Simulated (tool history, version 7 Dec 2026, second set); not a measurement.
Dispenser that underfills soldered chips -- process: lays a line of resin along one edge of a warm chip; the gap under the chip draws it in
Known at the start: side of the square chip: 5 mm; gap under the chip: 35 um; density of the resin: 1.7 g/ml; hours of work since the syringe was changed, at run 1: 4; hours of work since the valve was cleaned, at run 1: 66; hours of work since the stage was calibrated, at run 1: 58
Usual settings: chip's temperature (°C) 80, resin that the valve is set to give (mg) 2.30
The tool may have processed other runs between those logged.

| run | hour | chip's temperature (°C) | resin that the valve is set to give (mg) | hours of work since the syringe was changed | hours of work since the valve was cleaned | hours of work since the stage was calibrated | time until the resin shows at the far edge (s) | resin that the valve gave (mg) |
|---|---|---|---|---|---|---|---|---|
| 1 | 0.0 | 80 | 2.30 | 4 | 66 | 58 | 47.8 | 2.179 |
|  | 9.5 | new syringe of resin |
|  | 11.4 | dispensing valve cleaned and set on the balance |
| 2 | 12.8 | 80 | 2.30 | 2 | 1 | 67 | 41.0 | 2.297 |
|  | 24.7 | new syringe of resin |
| 3 | 25.1 | 80 | 2.30 | 0 | 11 | 76 | 35.2 | 2.275 |
| 4 | 32.9 | 80 | 2.30 | 7 | 17 | 83 | 59.6 | 2.274 |
|  | 39.3 | new syringe of resin |
| 5 | 43.1 | 80 | 2.30 | 3 | 25 | 91 | 46.1 | 2.256 |
|  | 53.7 | new syringe of resin |
| 6 | 55.5 | 80 | 2.30 | 1 | 34 | 100 | 40.6 | 2.238 |
| 7 | 65.8 | 78 | 2.30 | 10 | 42 | 108 | 85.8 | 2.215 |
|  | 67.8 | new syringe of resin |
| 8 | 77.0 | 94 | 2.30 | 7 | 51 | 117 | 34.7 | 2.199 |
|  | 81.9 | new syringe of resin |
| 9 | 87.2 | 94 | 2.30 | 4 | 59 | 125 | 26.1 | 2.195 |
| 10 | 94.7 | 80 | 2.45 | 10 | 65 | 131 | 78.1 | 2.333 |
|  | 96.3 | new syringe of resin |
| 11 | 100.2 | 80 | 2.63 | 3 | 69 | 135 | 43.2 | 2.482 |
|  | 106.9 | dispensing valve cleaned and set on the balance |
| 12 | 110.5 | 80 | 2.30 | 10 | 3 | 142 | 80.0 | 2.295 |
|  | 111.5 | new syringe of resin |
| 13 | 118.6 | 80 | 2.30 | 6 | 9 | 148 | 55.0 | 2.289 |
|  | 126.1 | new syringe of resin |
| 14 | 129.2 | 80 | 2.30 | 2 | 17 | 157 | 42.2 | 2.259 |
| 15 | 136.8 | 80 | 2.30 | 9 | 23 | 163 | 67.8 | 2.270 |
|  | 140.2 | new syringe of resin |
| 16 | 145.2 | 80 | 2.30 | 4 | 30 | 169 | 47.3 | 2.254 |
|  | 154.2 | new syringe of resin |
| 17 | 157.7 | 80 | 2.30 | 3 | 39 | 179 | 43.4 | 2.238 |
| 18 | 165.2 | 80 | 2.30 | 9 | 45 | 185 | 70.2 | 2.216 |
|  | 168.6 | new syringe of resin |
| 19 | 176.6 | 80 | 2.30 | 6 | 54 | 194 | 56.7 | 2.211 |
|  | 183.6 | new syringe of resin |
| 20 | 189.0 | 87 | 2.89 | 4 | 64 | 203 | 35.1 | 2.743 |
| 21 | 194.4 | 80 | 2.69 | 9 | 68 | 207 | 67.4 | 2.545 |
|  | 198.2 | new syringe of resin |
| 22 | 201.1 | 80 | 2.69 | 2 | 73 | 212 | 41.0 | 2.537 |
|  | 202.9 | dispensing valve cleaned and set on the balance |
| 23 | 211.3 | 78 | 2.44 | 10 | 7 | 220 | 80.5 | 2.431 |
|  | 213.4 | new syringe of resin |
| 24 | 219.0 | 78 | 2.31 | 4 | 13 | 226 | 51.6 | 2.292 |
|  | 227.4 | new syringe of resin |
| 25 | 231.2 | 75 | 2.76 | 3 | 22 | 235 | 52.2 | 2.722 |
|  | 242.0 | new syringe of resin |
| 26 | 243.1 | 68 | 2.24 | 1 | 31 | 244 | 62.1 | 2.200 |
| 27 | 252.6 | 87 | 2.06 | 8 | 39 | 252 | 49.3 | 1.998 |

Run 28, settings as shown, results not yet in. Your forecast:
|  | 256.8 | new syringe of resin |
| 28 | 264.3 | 87 | 2.06 | 6 | 48 | 261 | ? | ? |

time until the resin shows at the far edge (s): 41.1
resin that the valve gave (mg): 2.006
Had the tool carried no hidden state, the very same run would have given time until the resin shows at the far edge (s) 27.8, resin that the valve gave (mg) 2.077.

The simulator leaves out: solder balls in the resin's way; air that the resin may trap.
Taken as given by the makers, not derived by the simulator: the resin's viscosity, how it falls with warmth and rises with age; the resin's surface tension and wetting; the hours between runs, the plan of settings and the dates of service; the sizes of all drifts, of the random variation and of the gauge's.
